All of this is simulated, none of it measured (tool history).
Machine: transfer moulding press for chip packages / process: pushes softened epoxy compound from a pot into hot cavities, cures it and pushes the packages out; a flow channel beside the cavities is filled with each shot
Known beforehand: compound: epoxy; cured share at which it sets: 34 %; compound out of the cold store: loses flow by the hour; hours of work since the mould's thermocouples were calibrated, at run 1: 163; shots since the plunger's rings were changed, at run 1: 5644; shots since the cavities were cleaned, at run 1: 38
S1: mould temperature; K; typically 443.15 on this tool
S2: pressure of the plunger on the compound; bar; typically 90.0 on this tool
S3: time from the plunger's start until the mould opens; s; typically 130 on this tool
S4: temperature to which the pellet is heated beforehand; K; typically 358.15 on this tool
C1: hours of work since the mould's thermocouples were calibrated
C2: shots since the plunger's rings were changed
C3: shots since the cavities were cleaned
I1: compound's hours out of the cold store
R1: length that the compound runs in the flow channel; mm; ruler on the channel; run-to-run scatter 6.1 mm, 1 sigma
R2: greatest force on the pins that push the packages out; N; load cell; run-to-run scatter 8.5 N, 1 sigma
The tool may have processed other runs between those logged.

run 1 hour=0.0 | S1=443.15 S2=90.0 S3=130 S4=358.15 | C1=163 C2=5644 C3=38 | I1=19.2 | R1=814 R2=423
run 2 hour=10.2 | S1=443.15 S2=90.0 S3=130 S4=358.15 | C1=168 C2=5714 C3=108 | I1=31.5 | R1=779 R2=479
run 3 hour=20.4 | S1=443.15 S2=90.0 S3=130 S4=358.15 | C1=173 C2=5783 C3=177 | I1=11.9 | R1=850 R2=526
run 4 hour=30.3 | S1=443.15 S2=90.0 S3=130 S4=358.15 | C1=178 C2=5851 C3=245 | I1=35.9 | R1=762 R2=560
run 5 hour=35.2 | S1=443.15 S2=90.0 S3=130 S4=358.15 | C1=180 C2=5884 C3=278 | I1=23.9 | R1=801 R2=604
-- hour=40.7 plunger's sealing rings changed
run 6 hour=48.8 | S1=443.15 S2=90.0 S3=130 S4=358.15 | C1=186 C2=55 C3=354 | I1=29.6 | R1=847 R2=637
run 7 hour=55.4 | S1=443.15 S2=90.0 S3=130 S4=358.15 | C1=189 C2=99 C3=398 | I1=40.0 | R1=792 R2=680
run 8 hour=63.3 | S1=439.15 S2=90.0 S3=130 S4=358.15 | C1=193 C2=154 C3=453 | I1=26.7 | R1=873 R2=769
run 9 hour=68.3 | S1=439.15 S2=90.0 S3=130 S4=358.15 | C1=195 C2=187 C3=486 | I1=33.1 | R1=837 R2=775
run 10 hour=73.5 | S1=443.15 S2=90.0 S3=130 S4=358.15 | C1=198 C2=223 C3=522 | I1=12.6 | R1=915 R2=723
run 11 hour=83.4 | S1=437.15 S2=90.0 S3=130 S4=358.15 | C1=203 C2=290 C3=589 | I1=39.7 | R1=811 R2=842
run 12 hour=89.0 | S1=442.15 S2=90.0 S3=130 S4=358.15 | C1=205 C2=329 C3=628 | I1=9.4 | R1=911 R2=767
run 13 hour=93.9 | S1=442.15 S2=90.0 S3=130 S4=358.15 | C1=208 C2=362 C3=661 | I1=40.4 | R1=796 R2=766
run 14 hour=98.7 | S1=442.15 S2=90.0 S3=130 S4=358.15 | C1=210 C2=395 C3=694 | I1=14.4 | R1=892 R2=760
run 15 hour=108.0 | S1=443.15 S2=85.7 S3=135 S4=367.15 | C1=215 C2=458 C3=757 | I1=32.6 | R1=807 R2=766
-- hour=110.6 mould's thermocouples calibrated
run 16 hour=119.1 | S1=443.15 S2=85.7 S3=135 S4=367.15 | C1=4 C2=520 C3=819 | I1=33.3 | R1=805 R2=774
run 17 hour=125.0 | S1=443.15 S2=85.7 S3=135 S4=367.15 | C1=7 C2=560 C3=859 | I1=45.4 | R1=775 R2=773
run 18 hour=134.0 | S1=443.15 S2=90.0 S3=120 S4=358.15 | C1=12 C2=622 C3=921 | I1=38.2 | R1=805 R2=822
-- hour=139.2 cavities cleaned with cleaning compound and waxed
run 19 hour=144.5 | S1=443.15 S2=90.0 S3=120 S4=358.15 | C1=16 C2=683 C3=36 | I1=36.2 | R1=813 R2=429
-- hour=152.4 mould's thermocouples calibrated, once more
run 20 hour=156.6 | S1=443.15 S2=73.4 S3=132 S4=365.15 | C1=2 C2=752 C3=105 | I1=35.0 | R1=736 R2=468
run 21 hour=166.7 | S1=443.15 S2=107.6 S3=132 S4=365.15 | C1=7 C2=821 C3=174 | I1=13.6 | R1=980 R2=547
run 22 hour=171.4 | S1=443.15 S2=107.6 S3=132 S4=365.15 | C1=9 C2=853 C3=206 | I1=47.6 | R1=836 R2=548
run 23 hour=180.8 | S1=443.15 S2=84.0 S3=129 S4=365.15 | C1=14 C2=917 C3=270 | I1=42.3 | R1=756 R2=594
run 24 hour=192.2 | S1=444.15 S2=94.0 S3=129 S4=368.15 | C1=19 C2=994 C3=347 | I1=30.5 | R1=842 R2=638
run 25 hour=198.9 | S1=444.15 S2=94.0 S3=129 S4=368.15 | C1=23 C2=1040 C3=393 | I1=41.7 | R1=805 R2=648
run 26 hour=210.3 | S1=443.15 S2=94.3 S3=130 S4=358.15 | C1=28 C2=1117 C3=470 | I1=15.7 | R1=911 R2=697
run 27 hour=219.9 | S1=443.15 S2=94.3 S3=130 S4=358.15 | C1=33 C2=1183 C3=536 | I1=15.1 | R1=897 R2=746
run 28 hour=229.1 | S1=435.15 S2=94.3 S3=130 S4=358.15 | C1=38 C2=1245 C3=598 | I1=47.2 | R1=809 R2=952

What if the next run were any one of these 3? Each begins from the tool's condition after run 28:
run A hour=235.8 | S1=448.15 S2=92.5 S3=130 S4=351.15 | C1=41 C2=1291 C3=644 | I1=38.4 | R1=? R2=?
run B hour=235.8 | S1=439.15 S2=91.8 S3=130 S4=358.15 | C1=41 C2=1291 C3=644 | I1=9.3 | R1=? R2=?
run C hour=235.8 | S1=438.15 S2=94.3 S3=136 S4=359.15 | C1=41 C2=1291 C3=644 | I1=42.2 | R1=? R2=?

run=A R1=810 R2=704
run=B R1=927 R2=853
run=C R1=812 R2=806
What these runs would have given with no unlogged condition in the tool:
run=A R1=825 R2=356
run=B R1=944 R2=433
run=C R1=827 R2=407
